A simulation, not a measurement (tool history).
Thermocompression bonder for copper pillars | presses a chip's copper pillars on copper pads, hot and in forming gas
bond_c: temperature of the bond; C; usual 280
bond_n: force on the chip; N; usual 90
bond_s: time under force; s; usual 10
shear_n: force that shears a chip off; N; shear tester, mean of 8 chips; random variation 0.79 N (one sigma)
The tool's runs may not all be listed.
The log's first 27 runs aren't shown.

run,hour,bond_c,bond_n,bond_s,hours of work since the heater was calibrated,hours of work since the force cell was calibrated,hours of work since the gas filter was changed,shear_n
28,343.7,281,89,10,557,299,147,55
29,352.8,297,112,10,562,304,151,73.3
30,363.6,284,92,26,567,309,156,76
31,376.1,275,64,10,573,315,163,40.1
32,389.6,268,95,10,579,321,169,51.3
33,406.1,280,90,17,587,329,177,65.6
34,422.9,280,90,17,595,337,185,65.2
35,433.5,286,71,19,601,343,190,58.4
36,446.6,278,67,10,607,349,197,42.3
37,461.5,305,57,17,614,356,204,59.4
38,469.3,274,95,5,618,360,207,42.1
39,478.6,274,95,5,622,364,212,41.9

Forecast each of these 4 alternatives for the next run:
A,493.5,273,95,5,629,372,219,?
B,493.5,299,99,13,629,372,219,?
C,493.5,280,95,5,629,372,219,?
D,493.5,259,57,20,629,372,219,?

run,shear_n
A,40.7
B,72.8
C,45.4
D,37.9
Without the tool's hidden state the same runs would have given:
run,shear_n
A,45.7
B,79.1
C,50.7
D,42.7

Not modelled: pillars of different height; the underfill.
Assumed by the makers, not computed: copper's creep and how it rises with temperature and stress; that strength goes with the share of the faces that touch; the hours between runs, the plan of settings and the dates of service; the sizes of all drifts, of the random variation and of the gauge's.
